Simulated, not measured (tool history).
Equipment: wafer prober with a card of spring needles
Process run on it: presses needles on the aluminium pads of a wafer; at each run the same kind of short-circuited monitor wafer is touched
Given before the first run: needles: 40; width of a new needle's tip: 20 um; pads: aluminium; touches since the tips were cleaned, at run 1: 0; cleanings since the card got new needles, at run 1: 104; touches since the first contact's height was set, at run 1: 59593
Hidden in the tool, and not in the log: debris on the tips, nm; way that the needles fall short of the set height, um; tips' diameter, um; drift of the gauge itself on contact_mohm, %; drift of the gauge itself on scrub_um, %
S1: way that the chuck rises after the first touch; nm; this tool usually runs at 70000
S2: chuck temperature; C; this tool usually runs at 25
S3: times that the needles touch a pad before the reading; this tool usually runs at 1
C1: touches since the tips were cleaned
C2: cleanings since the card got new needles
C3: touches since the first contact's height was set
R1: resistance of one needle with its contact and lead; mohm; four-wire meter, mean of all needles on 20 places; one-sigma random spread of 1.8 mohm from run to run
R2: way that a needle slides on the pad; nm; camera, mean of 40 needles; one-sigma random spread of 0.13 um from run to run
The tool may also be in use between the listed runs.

run 1 hour=0.0 | S1=70000 S2=25 S3=1 | C1=0 C2=104 C3=59593 | R1=190 R2=10380
-- hour=6.2 tips cleaned on abrasive film
-- hour=12.6 tips cleaned on abrasive film
run 2 hour=15.8 | S1=70000 S2=25 S3=1 | C1=1166 C2=106 C3=65357 | R1=228 R2=10280
-- hour=18.5 tips cleaned on abrasive film
-- hour=25.3 tips cleaned on abrasive film
run 3 hour=28.3 | S1=70000 S2=25 S3=1 | C1=1139 C2=108 C3=69938 | R1=223 R2=10020
-- hour=31.0 tips cleaned on abrasive film
-- hour=37.6 tips cleaned on abrasive film
-- hour=44.1 tips cleaned on abrasive film
run 4 hour=49.1 | S1=70000 S2=96 S3=1 | C1=1836 C2=111 C3=77509 | R1=262 R2=9930
-- hour=50.5 tips cleaned on abrasive film
-- hour=56.4 tips cleaned on abrasive film
run 5 hour=59.0 | S1=70000 S2=96 S3=1 | C1=956 C2=113 C3=81115 | R1=237 R2=10000
-- hour=62.9 tips cleaned on abrasive film
-- hour=69.3 tips cleaned on abrasive film
-- hour=76.0 tips cleaned on abrasive film
run 6 hour=78.1 | S1=70000 S2=96 S3=1 | C1=781 C2=116 C3=88084 | R1=226 R2=10080
-- hour=81.9 tips cleaned on abrasive film
-- hour=88.0 tips cleaned on abrasive film
-- hour=93.4 tips cleaned on abrasive film
run 7 hour=95.6 | S1=70000 S2=70 S3=1 | C1=805 C2=119 C3=94431 | R1=226 R2=9880
-- hour=99.2 tips cleaned on abrasive film
-- hour=105.5 tips cleaned on abrasive film
-- hour=112.3 tips cleaned on abrasive film
run 8 hour=112.9 | S1=70000 S2=70 S3=1 | C1=222 C2=122 C3=100723 | R1=210 R2=9920
-- hour=118.3 tips cleaned on abrasive film
-- hour=124.4 tips cleaned on abrasive film
-- hour=130.4 tips cleaned on abrasive film
run 9 hour=135.1 | S1=70000 S2=25 S3=1 | C1=1731 C2=125 C3=108847 | R1=254 R2=10000
-- hour=136.5 tips cleaned on abrasive film
-- hour=143.0 tips cleaned on abrasive film
run 10 hour=147.9 | S1=70000 S2=25 S3=1 | C1=1809 C2=127 C3=113508 | R1=250 R2=9840
-- hour=149.3 tips cleaned on abrasive film
-- hour=155.6 tips cleaned on abrasive film
-- hour=161.9 tips cleaned on abrasive film
-- hour=168.1 tips cleaned on abrasive film
run 11 hour=168.1 | S1=88000 S2=25 S3=1 | C1=0 C2=131 C3=120863 | R1=185 R2=12650
-- hour=174.9 tips cleaned on abrasive film
-- hour=181.4 tips cleaned on abrasive film
run 12 hour=183.6 | S1=70000 S2=25 S3=1 | C1=811 C2=133 C3=126531 | R1=220 R2=9980
-- hour=187.6 tips cleaned on abrasive film
-- hour=193.8 tips cleaned on abrasive film
run 13 hour=196.0 | S1=70000 S2=25 S3=1 | C1=832 C2=135 C3=131054 | R1=229 R2=9760
-- hour=200.1 tips cleaned on abrasive film
-- hour=206.8 tips cleaned on abrasive film
-- hour=212.4 tips cleaned on abrasive film
run 14 hour=212.4 | S1=70000 S2=25 S3=1 | C1=0 C2=138 C3=136993 | R1=191 R2=9810
-- hour=219.0 tips cleaned on abrasive film
-- hour=225.3 tips cleaned on abrasive film
-- hour=231.7 tips cleaned on abrasive film
run 15 hour=233.1 | S1=70000 S2=38 S3=2 | C1=486 C2=141 C3=144542 | R1=210 R2=9600
-- hour=237.7 tips cleaned on abrasive film
-- hour=244.0 tips cleaned on abrasive film
run 16 hour=245.1 | S1=89000 S2=59 S3=1 | C1=436 C2=143 C3=148945 | R1=202 R2=12820
-- hour=250.1 tips cleaned on abrasive film
-- hour=256.1 tips cleaned on abrasive film
-- hour=262.2 tips cleaned on abrasive film
run 17 hour=267.1 | S1=89000 S2=59 S3=1 | C1=1844 C2=146 C3=156975 | R1=237 R2=12340
-- hour=268.5 tips cleaned on abrasive film
-- hour=275.1 tips cleaned on abrasive film
-- hour=281.9 tips cleaned on abrasive film
run 18 hour=282.9 | S1=70000 S2=25 S3=2 | C1=389 C2=149 C3=162718 | R1=200 R2=9510
-- hour=284.3 height of the first contact set anew
-- hour=288.4 tips cleaned on abrasive film
-- hour=293.8 tips cleaned on abrasive film
-- hour=299.7 tips cleaned on abrasive film
run 19 hour=299.7 | S1=70000 S2=25 S3=2 | C1=0 C2=152 C3=5609 | R1=190 R2=9230
-- hour=305.6 tips cleaned on abrasive film
-- hour=312.1 tips cleaned on abrasive film
run 20 hour=315.6 | S1=82000 S2=66 S3=1 | C1=1322 C2=154 C3=11427 | R1=235 R2=10750
-- hour=317.8 tips cleaned on abrasive film
-- hour=323.5 tips cleaned on abrasive film
-- hour=328.9 tips cleaned on abrasive film
run 21 hour=332.9 | S1=53000 S2=28 S3=2 | C1=1467 C2=157 C3=17708 | R1=269 R2=6510
-- hour=335.2 tips cleaned on abrasive film
-- hour=341.9 tips cleaned on abrasive film
-- hour=347.3 height of the first contact set anew, once more
run 22 hour=347.3 | S1=53000 S2=28 S3=2 | C1=1905 C2=159 C3=0 | R1=255 R2=7990
-- hour=348.7 tips cleaned on abrasive film
-- hour=355.4 tips cleaned on abrasive film
run 23 hour=359.2 | S1=70000 S2=30 S3=1 | C1=1423 C2=161 C3=4340 | R1=243 R2=10580
-- hour=361.6 tips cleaned on abrasive film
-- hour=367.8 tips cleaned on abrasive film
-- hour=374.3 tips cleaned on abrasive film
run 24 hour=377.0 | S1=52000 S2=29 S3=1 | C1=1028 C2=164 C3=10831 | R1=267 R2=7760
-- hour=379.8 tips cleaned on abrasive film
-- hour=386.1 tips cleaned on abrasive film
run 25 hour=388.4 | S1=52000 S2=29 S3=1 | C1=853 C2=166 C3=14953 | R1=253 R2=7910
-- hour=392.4 tips cleaned on abrasive film
-- hour=399.2 tips cleaned on abrasive film
-- hour=404.6 tips cleaned on abrasive film
run 26 hour=405.5 | S1=52000 S2=29 S3=1 | C1=330 C2=169 C3=21172 | R1=221 R2=7800
-- hour=410.3 tips cleaned on abrasive film
-- hour=417.1 tips cleaned on abrasive film
-- hour=423.8 tips cleaned on abrasive film
run 27 hour=424.5 | S1=70000 S2=56 S3=1 | C1=253 C2=172 C3=28098 | R1=209 R2=10420
-- hour=429.8 tips cleaned on abrasive film
-- hour=435.7 tips cleaned on abrasive film
run 28 hour=439.0 | S1=72000 S2=45 S3=1 | C1=1210 C2=174 C3=33397 | R1=239 R2=10590

Predict each of these 3 candidate next runs independently; none follows another, all start after run 28:
-- hour=441.4 tips cleaned on abrasive film
-- hour=448.0 tips cleaned on abrasive film
run A hour=451.5 | S1=84000 S2=26 S3=1 | C1=1319 C2=176 C3=37975 | R1=? R2=?
-- hour=441.4 tips cleaned on abrasive film
-- hour=448.0 tips cleaned on abrasive film
run B hour=451.5 | S1=87000 S2=55 S3=3 | C1=1319 C2=176 C3=37975 | R1=? R2=?
-- hour=441.4 tips cleaned on abrasive film
-- hour=448.0 tips cleaned on abrasive film
run C hour=451.5 | S1=88000 S2=42 S3=2 | C1=1319 C2=176 C3=37975 | R1=? R2=?

run=A R1=224 R2=12420
run=B R1=199 R2=13070
run=C R1=208 R2=12980
The same runs, with their run-to-run variation unchanged, on a tool lacking any hidden condition would have given:
run=A R1=182 R2=12660
run=B R1=184 R2=13310
run=C R1=184 R2=13230
